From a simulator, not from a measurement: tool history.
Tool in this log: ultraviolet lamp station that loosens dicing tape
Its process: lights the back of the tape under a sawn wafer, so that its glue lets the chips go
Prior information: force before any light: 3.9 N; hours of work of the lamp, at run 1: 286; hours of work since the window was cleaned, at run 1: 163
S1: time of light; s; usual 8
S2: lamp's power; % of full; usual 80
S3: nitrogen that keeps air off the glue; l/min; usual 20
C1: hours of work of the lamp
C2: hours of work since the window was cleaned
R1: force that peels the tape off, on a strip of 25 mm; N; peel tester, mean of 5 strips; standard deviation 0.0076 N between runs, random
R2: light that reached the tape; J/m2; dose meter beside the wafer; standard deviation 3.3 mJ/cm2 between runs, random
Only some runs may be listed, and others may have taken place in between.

run,hour,S1,S2,S3,C1,C2,R1,R2
1,0,8,80,20,286,163,0.372,4600
2,19,8,80,20,301,177,0.387,4560
3,29.2,8,80,8,308,185,0.758,4590
4,39.1,9,80,20,316,193,0.327,5080
# hour 57.7: window cleaned of glue's vapour
5,57.8,9,80,20,330,0,0.325,4940
6,71.9,8,80,11,341,11,0.679,4390
7,90.9,5,80,20,356,26,0.98,2740
8,111.6,5,80,20,372,42,0.994,2680
9,120.6,5,80,20,379,49,1.027,2650
10,141.2,8,80,20,395,65,0.457,4290
# hour 148.5: window cleaned of glue's vapour, once more
11,154.5,6,80,20,405,5,0.676,3510
12,167.1,6,80,20,415,15,0.653,3530
13,184.3,8,66,20,429,28,0.567,3850
14,203,8,66,20,443,42,0.565,3790
15,212.4,9,66,20,451,50,0.482,4210
16,222.5,9,66,20,458,58,0.461,4260
17,237,9,66,20,470,69,0.45,4210
18,255.7,9,66,20,484,84,0.487,4160
19,267.9,6,80,20,494,93,0.684,3340
20,279.2,6,80,20,503,102,0.719,3360
21,293.5,6,80,20,514,113,0.739,3320
22,312.8,6,75,34,529,128,0.599,3050
23,325.4,6,75,34,539,138,0.612,3070
24,335.3,8,89,17,546,146,0.4,4830
25,346.9,8,72,14,555,155,0.701,3830
26,366.8,9,62,34,571,170,0.426,3700
27,380.1,14,70,7,581,181,0.437,6440
28,397.9,14,98,6,595,195,0.251,9010
29,413,8,92,15,607,206,0.466,4820
# hour 414.5: window cleaned of glue's vapour
30,432.1,14,67,20,621,14,0.189,6430
31,442.9,8,91,18,630,22,0.366,4980
32,460.3,10,73,9,643,36,0.636,4920
33,476.5,5,89,38,656,48,0.631,2980
34,492.5,5,89,38,669,61,0.631,3010
35,510.5,5,98,38,683,75,0.543,3220
36,527,9,98,20,695,88,0.239,5690
37,542.2,8,80,8,707,100,0.875,4090
38,561.9,10,70,8,723,115,0.795,4500
39,575.6,6,80,12,733,126,1.059,3030
40,592,6,80,12,746,138,1.041,3000
41,604,15,81,18,756,148,0.127,7660
42,619.2,10,92,10,767,160,0.416,5730

Each row is a separate what-if for the run after 42, all from the same tool condition, not one after another. Results?
A,628.9,16,80,12,775,167,?,?
B,628.9,5,80,14,775,167,?,?
C,628.9,13,71,24,775,167,?,?

run,R1,R2
A,0.175,7980
B,1.287,2550
C,0.216,5770
Without the tool's hidden state the same runs would have given:
run,R1,R2
A,0.092,10640
B,0.892,3390
C,0.116,7690
